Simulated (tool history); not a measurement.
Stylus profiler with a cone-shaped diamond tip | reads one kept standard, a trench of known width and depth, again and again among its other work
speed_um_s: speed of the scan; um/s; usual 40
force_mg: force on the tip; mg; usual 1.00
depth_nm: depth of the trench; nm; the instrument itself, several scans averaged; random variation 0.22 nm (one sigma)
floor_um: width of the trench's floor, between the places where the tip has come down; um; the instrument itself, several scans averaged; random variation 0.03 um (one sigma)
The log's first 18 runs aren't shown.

run	day	speed_um_s	force_mg	depth_nm	floor_um
19	24.721	29	1.00	1008.81	25.32
20	25.533	29	1.00	1009.30	25.26
21	26.779	40	0.59	1008.32	25.22
22	28.225	40	0.59	1008.19	25.21
23	29.071	132	2.53	1012.42	25.10
24	30.221	132	0.53	1008.32	24.75
25	31.758	17	0.58	1008.54	25.22
26	32.808	17	0.58	1008.37	25.25
27	34.238	40	0.34	1008.02	25.05
28	36.229	12	2.94	1013.55	25.28
29	37.654	42	1.17	1010.39	25.13
30	39.229	49	1.41	1010.87	25.10
31	40.929	81	1.30	1010.30	25.01
32	42.317	51	1.30	1010.70	25.05
33	43.450	144	1.30	1010.60	24.76
34	44.571	144	1.30	1011.16	24.74
35	46.112	22	0.65	1009.02	25.10
36	47.696	67	0.39	1008.69	24.83
37	48.679	104	0.77	1009.32	24.75
38	49.929	87	0.54	1009.07	24.80
39	51.717	87	0.54	1009.08	24.68
40	53.483	87	0.54	1009.07	24.67
41	55.104	40	0.90	1010.14	24.93
42	56.275	63	1.79	1012.27	24.94
43	57.392	63	1.79	1012.62	24.91

Forecast each of these 5 alternatives for the next run:
A	58.788	119	0.77	?	?
B	58.788	118	0.36	?	?
C	58.788	80	2.07	?	?
D	58.788	61	0.56	?	?
E	58.788	63	0.64	?	?

run	depth_nm	floor_um
A	1010.53	24.61
B	1009.19	24.41
C	1012.92	24.87
D	1009.97	24.79
E	1010.09	24.82
Without the tool's hidden state the same runs would have given:
run	depth_nm	floor_um
A	1003.16	26.09
B	1001.83	25.89
C	1005.53	26.35
D	1002.60	26.28
E	1002.72	26.30
